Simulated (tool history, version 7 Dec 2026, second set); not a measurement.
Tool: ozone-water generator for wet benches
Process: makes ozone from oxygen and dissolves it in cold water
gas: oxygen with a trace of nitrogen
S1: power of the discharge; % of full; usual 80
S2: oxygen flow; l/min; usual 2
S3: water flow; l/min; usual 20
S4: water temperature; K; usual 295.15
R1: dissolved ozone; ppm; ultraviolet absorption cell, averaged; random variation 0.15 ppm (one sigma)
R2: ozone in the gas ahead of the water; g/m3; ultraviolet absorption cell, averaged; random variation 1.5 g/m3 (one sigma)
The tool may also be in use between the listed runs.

{"run": 1, "day": 0.0, "S1": 80, "S2": 2, "S3": 20, "S4": 295.15, "R1": 15.9, "R2": 268.1}
{"run": 2, "day": 2.096, "S1": 80, "S2": 2, "S3": 20, "S4": 295.15, "R1": 15.8, "R2": 270.4}
{"run": 3, "day": 3.267, "S1": 80, "S2": 2, "S3": 20, "S4": 295.15, "R1": 15.7, "R2": 269.1}
{"run": 4, "day": 5.638, "S1": 80, "S2": 2, "S3": 20, "S4": 295.15, "R1": 15.7, "R2": 270.4}
{"run": 5, "day": 7.746, "S1": 80, "S2": 2, "S3": 20, "S4": 295.15, "R1": 15.4, "R2": 271.1}
{"run": 6, "day": 9.212, "S1": 80, "S2": 2, "S3": 20, "S4": 295.15, "R1": 15.5, "R2": 270.7}
{"day": 10.867, "done": "contactor cleaned"}
{"run": 7, "day": 11.954, "S1": 80, "S2": 2, "S3": 20, "S4": 295.15, "R1": 16.7, "R2": 270.0}
{"run": 8, "day": 13.608, "S1": 80, "S2": 2, "S3": 20, "S4": 295.15, "R1": 16.6, "R2": 270.0}
{"run": 9, "day": 16.083, "S1": 80, "S2": 2, "S3": 20, "S4": 295.15, "R1": 16.6, "R2": 269.4}
{"run": 10, "day": 17.625, "S1": 80, "S2": 2, "S3": 20, "S4": 295.15, "R1": 16.3, "R2": 268.0}
{"run": 11, "day": 19.562, "S1": 80, "S2": 2, "S3": 20, "S4": 295.15, "R1": 16.8, "R2": 268.3}
{"run": 12, "day": 21.912, "S1": 80, "S2": 2, "S3": 20, "S4": 295.15, "R1": 16.5, "R2": 265.6}
{"run": 13, "day": 23.596, "S1": 44, "S2": 2, "S3": 20, "S4": 292.15, "R1": 12.9, "R2": 202.5}
{"run": 14, "day": 25.104, "S1": 44, "S2": 2, "S3": 20, "S4": 292.15, "R1": 12.7, "R2": 201.1}
{"run": 15, "day": 27.062, "S1": 44, "S2": 2, "S3": 20, "S4": 292.15, "R1": 12.7, "R2": 201.9}

Run 16 comes next. What will it give?
{"run": 16, "day": 29.1, "S1": 44, "S2": 2, "S3": 20, "S4": 292.15, "R1": "?", "R2": "?"}

R1: 12.9 ppm
R2: 200.9 g/m3
Without the tool's hidden state the same run would have given R1 13.9 ppm, R2 214.7 g/m3.
